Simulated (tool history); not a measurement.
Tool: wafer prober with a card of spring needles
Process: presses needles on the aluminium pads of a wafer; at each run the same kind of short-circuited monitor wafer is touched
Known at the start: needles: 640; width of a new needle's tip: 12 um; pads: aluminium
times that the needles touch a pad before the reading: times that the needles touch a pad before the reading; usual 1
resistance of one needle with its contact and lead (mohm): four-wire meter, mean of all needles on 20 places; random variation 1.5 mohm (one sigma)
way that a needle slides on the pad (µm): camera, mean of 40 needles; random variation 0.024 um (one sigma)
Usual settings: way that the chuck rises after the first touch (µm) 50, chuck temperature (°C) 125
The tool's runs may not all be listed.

run	hour	way that the chuck rises after the first touch (µm)	chuck temperature (°C)	times that the needles touch a pad before the reading	resistance of one needle with its contact and lead (mohm)	way that a needle slides on the pad (µm)
1	0.0	50	125	1	190	8.10
# hour 8.1: tips cleaned on abrasive film
2	10.5	50	121	1	196	8.01
3	21.6	32	125	1	284	5.03
# hour 29.1: tips cleaned on abrasive film
4	29.6	50	25	1	135	7.98
5	35.4	50	25	1	170	8.01
6	46.3	50	125	2	170	8.01
# hour 47.1: tips cleaned on abrasive film, once more
7	55.3	50	125	2	163	7.98
8	63.2	50	125	2	171	7.97
# hour 68.0: tips cleaned on abrasive film
9	72.6	48	125	1	180	7.62
10	79.7	50	125	1	189	7.91
11	86.7	50	125	1	196	7.98
# hour 89.4: tips cleaned on abrasive film
12	96.2	50	125	1	173	7.96
13	103.2	50	125	1	190	7.96
# hour 110.1: tips cleaned on abrasive film
14	110.6	50	125	1	144	7.93
15	119.7	50	125	1	188	7.95
# hour 130.8: tips cleaned on abrasive film
16	130.8	50	125	1	139	7.95
17	136.5	50	125	1	176	7.90
18	145.7	37	125	1	238	5.77
# hour 151.5: tips cleaned on abrasive film
19	151.5	37	125	3	148	5.79
20	162.5	37	50	3	167	5.76
21	167.0	68	34	2	143	10.84
# hour 172.2: tips cleaned on abrasive film
22	175.8	50	125	2	153	7.89

Forecast run 23:
23	183.7	41	40	1	?	?

{"run 23": {"resistance of one needle with its contact and lead (mohm)": 216, "way that a needle slides on the pad (µm)": 6.44}}
Without the tool's hidden state the same run would have given resistance of one needle with its contact and lead (mohm) 128, way that a needle slides on the pad (µm) 6.76.

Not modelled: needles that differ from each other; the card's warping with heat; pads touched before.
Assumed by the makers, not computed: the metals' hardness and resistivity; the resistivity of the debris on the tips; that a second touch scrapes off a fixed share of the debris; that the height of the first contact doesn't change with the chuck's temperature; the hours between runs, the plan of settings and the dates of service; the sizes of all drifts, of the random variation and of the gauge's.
